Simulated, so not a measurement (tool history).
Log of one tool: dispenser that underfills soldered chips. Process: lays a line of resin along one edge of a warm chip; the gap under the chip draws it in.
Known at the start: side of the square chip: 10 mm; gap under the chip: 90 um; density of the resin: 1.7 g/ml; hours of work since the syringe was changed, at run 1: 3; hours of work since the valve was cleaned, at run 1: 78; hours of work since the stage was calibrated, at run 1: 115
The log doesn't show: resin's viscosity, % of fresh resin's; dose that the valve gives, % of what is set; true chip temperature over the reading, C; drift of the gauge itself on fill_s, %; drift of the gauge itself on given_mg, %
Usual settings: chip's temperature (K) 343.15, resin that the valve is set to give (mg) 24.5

run	hour	chip's temperature (K)	resin that the valve is set to give (mg)	hours of work since the syringe was changed	hours of work since the valve was cleaned	hours of work since the stage was calibrated	time until the resin shows at the far edge (s)	resin that the valve gave (mg)
1	0	343.15	24.5	3	78	115	48.6	22.8
2	3.8	333.15	24.5	6	81	118	82.1	22.62
3	7.3	333.15	24.5	8	84	121	97.7	22.41
# hour 10.1: new syringe of resin
4	12.5	333.15	24.5	2	87	124	65.1	22.51
5	16.1	343.15	24.5	5	90	127	58	22.45
6	21.8	343.15	24.5	9	95	132	76.9	22.3
# hour 23.9: new syringe of resin
7	25.9	343.15	24.5	2	98	135	46.3	22.25
8	30.3	343.15	24.5	5	101	138	58.3	22.24
9	34.8	331.15	31.4	8	104	142	103.1	28.41
10	37.1	353.15	22.2	10	106	143	62	19.78
# hour 37.8: new syringe of resin
11	41.5	347.15	20.9	3	110	147	47	18.76
12	44.9	347.15	20.9	6	112	149	54.9	18.75
13	49.2	331.15	24.5	9	116	153	109.2	21.79
# hour 51.6: new syringe of resin
14	52.9	340.15	24.9	1	118	155	48.9	21.95
15	57.7	351.15	24.5	5	122	159	45.8	21.57

The same runs without the tool's hidden state, with the same run-to-run variation:
run	time until the resin shows at the far edge (s)	resin that the valve gave (mg)
1	41.3	24.56
2	57.7	24.45
3	57.6	24.3
4	57.1	24.5
5	42.1	24.51
6	41.9	24.46
7	42	24.48
8	42.4	24.55
9	60.6	31.49
10	31.4	21.98
11	38.3	20.91
12	37.7	20.96
13	61	24.44
14	45.9	24.7
15	33.6	24.36
